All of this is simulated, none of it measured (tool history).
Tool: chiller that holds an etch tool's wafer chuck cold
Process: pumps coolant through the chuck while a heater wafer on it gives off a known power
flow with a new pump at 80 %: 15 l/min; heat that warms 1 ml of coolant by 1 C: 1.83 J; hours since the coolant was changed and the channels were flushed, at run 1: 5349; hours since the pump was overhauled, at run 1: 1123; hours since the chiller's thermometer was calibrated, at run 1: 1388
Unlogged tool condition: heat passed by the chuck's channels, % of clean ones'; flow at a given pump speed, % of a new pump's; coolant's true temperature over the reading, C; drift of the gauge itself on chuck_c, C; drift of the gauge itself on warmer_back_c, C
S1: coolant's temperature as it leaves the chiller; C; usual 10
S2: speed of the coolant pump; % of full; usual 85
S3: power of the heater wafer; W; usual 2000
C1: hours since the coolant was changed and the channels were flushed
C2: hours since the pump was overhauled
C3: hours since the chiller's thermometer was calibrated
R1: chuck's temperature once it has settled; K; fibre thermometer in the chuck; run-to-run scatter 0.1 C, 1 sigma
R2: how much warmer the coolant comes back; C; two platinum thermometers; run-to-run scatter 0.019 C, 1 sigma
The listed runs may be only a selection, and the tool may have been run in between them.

{"run": 1, "day": 0.0, "S1": 10, "S2": 85, "S3": 2000, "C1": 5349, "C2": 1123, "C3": 1388, "R1": 298.75, "R2": 4.06}
{"run": 2, "day": 2.471, "S1": 10, "S2": 85, "S3": 2000, "C1": 5408, "C2": 1182, "C3": 1447, "R1": 298.75, "R2": 4.09}
{"run": 3, "day": 4.283, "S1": 16, "S2": 85, "S3": 2000, "C1": 5451, "C2": 1226, "C3": 1491, "R1": 304.65, "R2": 4.11}
{"run": 4, "day": 5.892, "S1": 16, "S2": 85, "S3": 2000, "C1": 5490, "C2": 1264, "C3": 1529, "R1": 304.75, "R2": 4.09}
{"run": 5, "day": 7.175, "S1": 16, "S2": 85, "S3": 2000, "C1": 5521, "C2": 1295, "C3": 1560, "R1": 304.85, "R2": 4.09}
{"run": 6, "day": 9.092, "S1": 10, "S2": 85, "S3": 1115, "C1": 5567, "C2": 1341, "C3": 1606, "R1": 291.75, "R2": 2.29}
{"run": 7, "day": 11.538, "S1": 10, "S2": 85, "S3": 1115, "C1": 5626, "C2": 1400, "C3": 1665, "R1": 291.65, "R2": 2.28}
{"run": 8, "day": 13.812, "S1": 10, "S2": 85, "S3": 1115, "C1": 5680, "C2": 1454, "C3": 1719, "R1": 291.95, "R2": 2.27}
{"run": 9, "day": 14.971, "S1": 10, "S2": 85, "S3": 1115, "C1": 5708, "C2": 1482, "C3": 1747, "R1": 292.05, "R2": 2.29}
{"run": 10, "day": 16.908, "S1": 10, "S2": 88, "S3": 1994, "C1": 5755, "C2": 1529, "C3": 1794, "R1": 298.55, "R2": 3.93}
{"run": 11, "day": 19.096, "S1": 15, "S2": 85, "S3": 1068, "C1": 5807, "C2": 1581, "C3": 1846, "R1": 296.35, "R2": 2.2}
{"run": 12, "day": 21.575, "S1": 17, "S2": 77, "S3": 1567, "C1": 5866, "C2": 1641, "C3": 1906, "R1": 303.35, "R2": 3.56}
{"run": 13, "day": 23.258, "S1": 17, "S2": 77, "S3": 1567, "C1": 5907, "C2": 1681, "C3": 1946, "R1": 303.45, "R2": 3.59}
{"run": 14, "day": 25.488, "S1": 17, "S2": 77, "S3": 1567, "C1": 5960, "C2": 1735, "C3": 2000, "R1": 303.45, "R2": 3.58}

What if the next run were any one of these 5? Each begins from the tool's condition after run 14:
{"run": "A", "day": 27.354, "S1": 10, "S2": 85, "S3": 2960, "C1": 6005, "C2": 1779, "C3": 2045, "R1": "?", "R2": "?"}
{"run": "B", "day": 27.354, "S1": 20, "S2": 77, "S3": 2668, "C1": 6005, "C2": 1779, "C3": 2045, "R1": "?", "R2": "?"}
{"run": "C", "day": 27.354, "S1": 15, "S2": 84, "S3": 1232, "C1": 6005, "C2": 1779, "C3": 2045, "R1": "?", "R2": "?"}
{"run": "D", "day": 27.354, "S1": 20, "S2": 87, "S3": 2856, "C1": 6005, "C2": 1779, "C3": 2045, "R1": "?", "R2": "?"}
{"run": "E", "day": 27.354, "S1": 2, "S2": 61, "S3": 1752, "C1": 6005, "C2": 1779, "C3": 2045, "R1": "?", "R2": "?"}

run=A R1=306.55 R2=6.07
run=B R1=315.65 R2=6.10
run=C R1=297.95 R2=2.54
run=D R1=315.35 R2=5.69
run=E R1=292.95 R2=5.23
Had the tool no hidden state, the same runs would have come out as:
run=A R1=303.85 R2=6.04
run=B R1=313.05 R2=6.07
run=C R1=296.85 R2=2.53
run=D R1=312.75 R2=5.66
run=E R1=290.95 R2=5.20
